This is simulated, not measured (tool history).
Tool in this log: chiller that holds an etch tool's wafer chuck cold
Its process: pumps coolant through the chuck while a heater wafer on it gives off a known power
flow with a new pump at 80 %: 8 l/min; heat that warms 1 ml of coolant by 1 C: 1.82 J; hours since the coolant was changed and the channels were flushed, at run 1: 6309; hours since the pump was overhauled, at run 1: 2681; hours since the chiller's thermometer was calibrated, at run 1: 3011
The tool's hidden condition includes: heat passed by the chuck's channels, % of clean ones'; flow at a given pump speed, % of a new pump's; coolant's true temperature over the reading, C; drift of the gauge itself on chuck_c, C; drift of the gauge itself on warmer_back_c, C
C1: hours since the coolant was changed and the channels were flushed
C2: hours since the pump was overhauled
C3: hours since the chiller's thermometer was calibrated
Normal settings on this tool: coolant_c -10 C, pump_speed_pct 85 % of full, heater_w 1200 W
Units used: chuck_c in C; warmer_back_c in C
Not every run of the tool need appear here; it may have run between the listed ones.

Run 1, hour 0: usual settings; C1 6309; C2 2681; C3 3011. Result: chuck_c 0.5 C, warmer_back_c 4.59 C.
Run 2, hour 103.7: usual settings but coolant_c -12 C; C1 6413; C2 2784; C3 3114. Result: chuck_c -1.5 C, warmer_back_c 4.67 C.
Run 3, hour 154.8: usual settings but coolant_c -12 C; C1 6464; C2 2835; C3 3165. Result: chuck_c -1.4 C, warmer_back_c 4.65 C.
Run 4, hour 252: usual settings but coolant_c -12 C; C1 6561; C2 2933; C3 3263. Result: chuck_c -1.4 C, warmer_back_c 4.66 C.
Run 5, hour 365.6: usual settings but coolant_c -12 C; C1 6675; C2 3046; C3 3376. Result: chuck_c -1.6 C, warmer_back_c 4.72 C.
Run 6, hour 428.5: usual settings; C1 6738; C2 3109; C3 3439. Result: chuck_c 0.6 C, warmer_back_c 4.76 C.
Run 7, hour 491.9: usual settings; C1 6801; C2 3173; C3 3502. Result: chuck_c 0.8 C, warmer_back_c 4.73 C.
Run 8, hour 610.1: usual settings; C1 6920; C2 3291; C3 3621. Result: chuck_c 0.4 C, warmer_back_c 4.75 C.
Run 9, hour 704.3: usual settings but heater_w 1794 W; C1 7014; C2 3385; C3 3715. Result: chuck_c 5.8 C, warmer_back_c 7.06 C.
Run 10, hour 826.1: usual settings but heater_w 1262 W; C1 7136; C2 3507; C3 3837. Result: chuck_c 1.2 C, warmer_back_c 4.99 C.
Run 11, hour 880.7: usual settings but heater_w 1262 W; C1 7190; C2 3561; C3 3891. Result: chuck_c 1.1 C, warmer_back_c 4.99 C.
Run 12, hour 950.6: usual settings but heater_w 1262 W; C1 7260; C2 3631; C3 3961. Result: chuck_c 1 C, warmer_back_c 5.01 C.
Run 13, hour 1056.7: usual settings but heater_w 1262 W; C1 7366; C2 3737; C3 4067. Result: chuck_c 1.1 C, warmer_back_c 5.15 C.
Run 14, hour 1107.7: usual settings but heater_w 1262 W; C1 7417; C2 3788; C3 4118. Result: chuck_c 1 C, warmer_back_c 4.99 C.
Run 15, hour 1173.8: usual settings but heater_w 1262 W; C1 7483; C2 3854; C3 4184. Result: chuck_c 0.9 C, warmer_back_c 5.04 C.
Run 16, hour 1274.2: usual settings but heater_w 1262 W; C1 7584; C2 3955; C3 4285. Result: chuck_c 1 C, warmer_back_c 5.08 C.
Run 17, hour 1343.6: usual settings but coolant_c -11 C, pump_speed_pct 92 % of full, heater_w 847 W; C1 7653; C2 4024; C3 4354. Result: chuck_c -4.1 C, warmer_back_c 3.27 C.
Run 18, hour 1422.8: usual settings but coolant_c -11 C, pump_speed_pct 89 % of full, heater_w 1421 W; C1 7732; C2 4103; C3 4433. Result: chuck_c 1.2 C, warmer_back_c 5.44 C.
Run 19, hour 1536.7: usual settings but pump_speed_pct 72 % of full; C1 7846; C2 4217; C3 4547. Result: chuck_c 2 C, warmer_back_c 5.8 C.
Run 20, hour 1615.2: usual settings but coolant_c -15 C, pump_speed_pct 83 % of full, heater_w 1183 W; C1 7925; C2 4296; C3 4626. Result: chuck_c -4.3 C, warmer_back_c 4.93 C.
Run 21, hour 1690.6: usual settings but coolant_c -11 C, pump_speed_pct 63 % of full, heater_w 1183 W; C1 8000; C2 4371; C3 4701. Result: chuck_c 2.1 C, warmer_back_c 6.4 C.
Run 22, hour 1814.2: usual settings but coolant_c -8 C, pump_speed_pct 72 % of full, heater_w 902 W; C1 8124; C2 4495; C3 4825. Result: chuck_c 1 C, warmer_back_c 4.33 C.
Run 23, hour 1915.5: usual settings but pump_speed_pct 71 % of full, heater_w 931 W; C1 8225; C2 4596; C3 4926. Result: chuck_c -0.6 C, warmer_back_c 4.61 C.
Run 24, hour 1986.5: usual settings but pump_speed_pct 99 % of full, heater_w 1746 W; C1 8296; C2 4667; C3 4997. Result: chuck_c 3.7 C, warmer_back_c 6.18 C.
Run 25, hour 2106.6: usual settings but coolant_c -15 C, pump_speed_pct 98 % of full; C1 8416; C2 4787; C3 5117. Result: chuck_c -5.4 C, warmer_back_c 4.34 C.
Run 26, hour 2175.4: usual settings but coolant_c -8 C, heater_w 1031 W; C1 8485; C2 4856; C3 5186. Result: chuck_c 1.2 C, warmer_back_c 4.32 C.
Run 27, hour 2256: usual settings but coolant_c -1 C, pump_speed_pct 66 % of full; C1 8566; C2 4937; C3 5267. Result: chuck_c 11.9 C, warmer_back_c 6.23 C.
Run 28, hour 2377.2: usual settings but coolant_c -2 C, pump_speed_pct 67 % of full; C1 8687; C2 5058; C3 5388. Result: chuck_c 10.8 C, warmer_back_c 6.15 C.
Run 29, hour 2436.2: usual settings but coolant_c -2 C, pump_speed_pct 67 % of full; C1 8746; C2 5117; C3 5447. Result: chuck_c 10.6 C, warmer_back_c 6.16 C.
At hour 2512.1: gauge calibrated.
Run 30, hour 2542.7: usual settings but coolant_c -8 C; C1 8852; C2 5223; C3 5553. Result: chuck_c 2.7 C, warmer_back_c 4.61 C.
At hour 2555.7: coolant changed, channels flushed.
Run 31, hour 2612.3: usual settings but coolant_c -8 C, heater_w 1523 W; C1 57; C2 5287; C3 5617. Result: chuck_c 5.4 C, warmer_back_c 5.94 C.

Alternative continuations, all from the tool just after run 31; predict every row:
Run A, hour 2721.8: usual settings but heater_w 1089 W; C1 166; C2 5397; C3 5726. Result: chuck_c ?, warmer_back_c ?.
Run B, hour 2721.8: usual settings but coolant_c -8 C, pump_speed_pct 86 % of full, heater_w 1523 W; C1 166; C2 5397; C3 5726. Result: chuck_c ?, warmer_back_c ?.
Run C, hour 2721.8: usual settings but coolant_c -8 C, pump_speed_pct 92 % of full, heater_w 1523 W; C1 166; C2 5397; C3 5726. Result: chuck_c ?, warmer_back_c ?.

run  chuck_c  warmer_back_c
  A     -0.5           4.28
  B      5.4           5.94
  C      4.7            5.5
Take away the tool's hidden state, keep each run's random variation, and the runs would have read:
run  chuck_c  warmer_back_c
  A     -0.5           4.25
  B      5.4            5.9
  C      4.7           5.47
